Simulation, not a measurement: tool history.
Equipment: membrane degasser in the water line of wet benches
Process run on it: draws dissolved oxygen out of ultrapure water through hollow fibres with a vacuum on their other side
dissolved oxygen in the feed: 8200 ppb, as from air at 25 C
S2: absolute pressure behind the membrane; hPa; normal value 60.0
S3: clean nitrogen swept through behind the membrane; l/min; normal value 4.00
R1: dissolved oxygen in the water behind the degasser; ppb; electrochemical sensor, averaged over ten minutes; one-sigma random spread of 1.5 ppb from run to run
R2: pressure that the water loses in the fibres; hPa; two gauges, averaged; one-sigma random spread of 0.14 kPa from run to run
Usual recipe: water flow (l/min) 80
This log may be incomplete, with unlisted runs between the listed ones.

run 1 day=0.000 | water_flow_(l/min)=80 S2=60.0 S3=4.00 | R1=157.3 R2=340.1
run 2 day=1.379 | water_flow_(l/min)=80 S2=60.0 S3=4.00 | R1=157.4 R2=338.3
run 3 day=2.867 | water_flow_(l/min)=80 S2=60.0 S3=4.00 | R1=157.2 R2=336.3
run 4 day=3.812 | water_flow_(l/min)=80 S2=60.0 S3=4.00 | R1=156.0 R2=335.7
run 5 day=5.338 | water_flow_(l/min)=80 S2=60.0 S3=4.00 | R1=157.0 R2=337.2
run 6 day=6.171 | water_flow_(l/min)=80 S2=60.0 S3=4.00 | R1=157.0 R2=339.5
run 7 day=7.754 | water_flow_(l/min)=80 S2=60.0 S3=4.00 | R1=157.4 R2=336.8
run 8 day=8.621 | water_flow_(l/min)=80 S2=60.0 S3=6.47 | R1=113.7 R2=338.2
run 9 day=9.600 | water_flow_(l/min)=80 S2=60.0 S3=6.47 | R1=112.9 R2=336.5
run 10 day=11.358 | water_flow_(l/min)=80 S2=60.0 S3=6.47 | R1=113.4 R2=339.2
run 11 day=12.579 | water_flow_(l/min)=74 S2=45.8 S3=2.07 | R1=129.5 R2=311.0
run 12 day=13.838 | water_flow_(l/min)=59 S2=57.1 S3=1.98 | R1=171.4 R2=249.9
run 13 day=15.612 | water_flow_(l/min)=59 S2=57.1 S3=1.98 | R1=173.8 R2=249.1
run 14 day=17.125 | water_flow_(l/min)=59 S2=42.0 S3=10.71 | R1=29.9 R2=251.3
run 15 day=18.721 | water_flow_(l/min)=95 S2=114.4 S3=9.55 | R1=237.3 R2=400.3
run 16 day=20.579 | water_flow_(l/min)=95 S2=114.4 S3=9.55 | R1=237.2 R2=403.1
run 17 day=21.717 | water_flow_(l/min)=95 S2=114.4 S3=9.55 | R1=238.7 R2=399.2
run 18 day=23.600 | water_flow_(l/min)=95 S2=114.4 S3=9.55 | R1=236.1 R2=399.7
run 19 day=24.696 | water_flow_(l/min)=95 S2=114.4 S3=9.55 | R1=234.0 R2=400.5
run 20 day=26.425 | water_flow_(l/min)=53 S2=93.6 S3=4.00 | R1=197.9 R2=221.6

Alternative continuations, all from the tool just after run 20; predict every row:
run A day=28.196 | water_flow_(l/min)=53 S2=39.6 S3=2.54 | R1=? R2=?
run B day=28.196 | water_flow_(l/min)=71 S2=92.4 S3=1.61 | R1=? R2=?
run C day=28.196 | water_flow_(l/min)=80 S2=127.5 S3=4.00 | R1=? R2=?

run=A R1=49.7 R2=223.7
run=B R1=521.9 R2=298.3
run=C R1=438.1 R2=340.2
Without the tool's unlogged condition, the same runs would have read:
run=A R1=49.7 R2=223.7
run=B R1=521.8 R2=298.3
run=C R1=438.1 R2=340.2
